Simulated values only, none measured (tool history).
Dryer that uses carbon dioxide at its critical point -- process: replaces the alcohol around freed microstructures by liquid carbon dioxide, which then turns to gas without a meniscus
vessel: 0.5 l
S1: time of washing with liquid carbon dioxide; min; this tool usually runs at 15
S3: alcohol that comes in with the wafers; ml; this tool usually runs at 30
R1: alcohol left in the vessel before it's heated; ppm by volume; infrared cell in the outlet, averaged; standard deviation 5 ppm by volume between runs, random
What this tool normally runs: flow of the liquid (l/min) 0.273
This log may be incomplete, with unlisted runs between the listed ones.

{"run": 1, "hour": 0.0, "S1": 15, "flow of the liquid (l/min)": 0.273, "S3": 30, "R1": 154}
{"run": 2, "hour": 49.7, "S1": 15, "flow of the liquid (l/min)": 0.273, "S3": 30, "R1": 161}
{"run": 3, "hour": 76.7, "S1": 15, "flow of the liquid (l/min)": 0.273, "S3": 30, "R1": 161}
{"run": 4, "hour": 105.3, "S1": 15, "flow of the liquid (l/min)": 0.273, "S3": 30, "R1": 183}
{"run": 5, "hour": 153.0, "S1": 15, "flow of the liquid (l/min)": 0.273, "S3": 30, "R1": 187}
{"run": 6, "hour": 179.4, "S1": 15, "flow of the liquid (l/min)": 0.273, "S3": 30, "R1": 191}
{"run": 7, "hour": 233.0, "S1": 15, "flow of the liquid (l/min)": 0.198, "S3": 30, "R1": 448}
{"run": 8, "hour": 277.3, "S1": 15, "flow of the liquid (l/min)": 0.198, "S3": 30, "R1": 457}
{"run": 9, "hour": 306.5, "S1": 15, "flow of the liquid (l/min)": 0.417, "S3": 30, "R1": 165}
{"run": 10, "hour": 360.3, "S1": 18, "flow of the liquid (l/min)": 0.417, "S3": 30, "R1": 168}
{"hour": 391.7, "done": "inlet filter changed"}
{"run": 11, "hour": 400.1, "S1": 18, "flow of the liquid (l/min)": 0.417, "S3": 30, "R1": 185}
{"run": 12, "hour": 437.7, "S1": 18, "flow of the liquid (l/min)": 0.417, "S3": 30, "R1": 192}
{"run": 13, "hour": 487.6, "S1": 18, "flow of the liquid (l/min)": 0.239, "S3": 30, "R1": 216}
{"run": 14, "hour": 519.5, "S1": 18, "flow of the liquid (l/min)": 0.239, "S3": 30, "R1": 217}
{"run": 15, "hour": 551.2, "S1": 15, "flow of the liquid (l/min)": 0.273, "S3": 60, "R1": 253}
{"hour": 566.5, "done": "purifier's bed changed"}
{"run": 16, "hour": 591.3, "S1": 15, "flow of the liquid (l/min)": 0.273, "S3": 60, "R1": 72}
{"run": 17, "hour": 621.6, "S1": 15, "flow of the liquid (l/min)": 0.46, "S3": 62, "R1": 17}
{"run": 18, "hour": 645.3, "S1": 15, "flow of the liquid (l/min)": 0.46, "S3": 62, "R1": 21}
{"run": 19, "hour": 672.2, "S1": 22, "flow of the liquid (l/min)": 0.352, "S3": 23, "R1": 23}
{"run": 20, "hour": 717.9, "S1": 22, "flow of the liquid (l/min)": 0.352, "S3": 23, "R1": 21}
{"run": 21, "hour": 768.2, "S1": 16, "flow of the liquid (l/min)": 0.241, "S3": 30, "R1": 94}
{"run": 22, "hour": 792.9, "S1": 9, "flow of the liquid (l/min)": 0.359, "S3": 36, "R1": 273}
{"run": 23, "hour": 848.5, "S1": 9, "flow of the liquid (l/min)": 0.359, "S3": 36, "R1": 282}
{"run": 24, "hour": 885.2, "S1": 11, "flow of the liquid (l/min)": 0.23, "S3": 30, "R1": 673}
{"run": 25, "hour": 940.5, "S1": 11, "flow of the liquid (l/min)": 0.23, "S3": 30, "R1": 721}
{"run": 26, "hour": 985.3, "S1": 15, "flow of the liquid (l/min)": 0.201, "S3": 34, "R1": 381}
{"run": 27, "hour": 1030.3, "S1": 11, "flow of the liquid (l/min)": 0.201, "S3": 22, "R1": 915}
{"run": 28, "hour": 1068.1, "S1": 15, "flow of the liquid (l/min)": 0.171, "S3": 30, "R1": 688}
{"run": 29, "hour": 1106.4, "S1": 15, "flow of the liquid (l/min)": 0.273, "S3": 69, "R1": 206}
{"run": 30, "hour": 1151.6, "S1": 15, "flow of the liquid (l/min)": 0.409, "S3": 30, "R1": 89}
{"run": 31, "hour": 1178.3, "S1": 15, "flow of the liquid (l/min)": 0.409, "S3": 30, "R1": 102}

Pick out some run-to-run changes in R1. Of each, how much would a tool without hidden state show as well, from the settings, what came in and chance, and how much is left for the hidden state and any gauge scatter not in both results compared?
Hidden state present: flow that reaches the vessel past the clogged filter, %; alcohol in the recycled carbon dioxide, ppm; drift of the gauge itself on alcohol_ppm, %.
Run 15 -> 16: purifier's bed changed. R1 -181 ppm by volume: hidden state -188, all else +7.
Run 23 -> 24: S1 9 -> 11, flow of the liquid (l/min) 0.359 -> 0.230, S3 36 -> 30. R1 +391 ppm by volume: hidden state +89, all else +302.
Run 26 -> 27: S1 15 -> 11, S3 34 -> 22. R1 +534 ppm by volume: hidden state +132, all else +402.
Run 28 -> 29: flow of the liquid (l/min) 0.171 -> 0.273, S3 30 -> 69. R1 -482 ppm by volume: hidden state -134, all else -348.
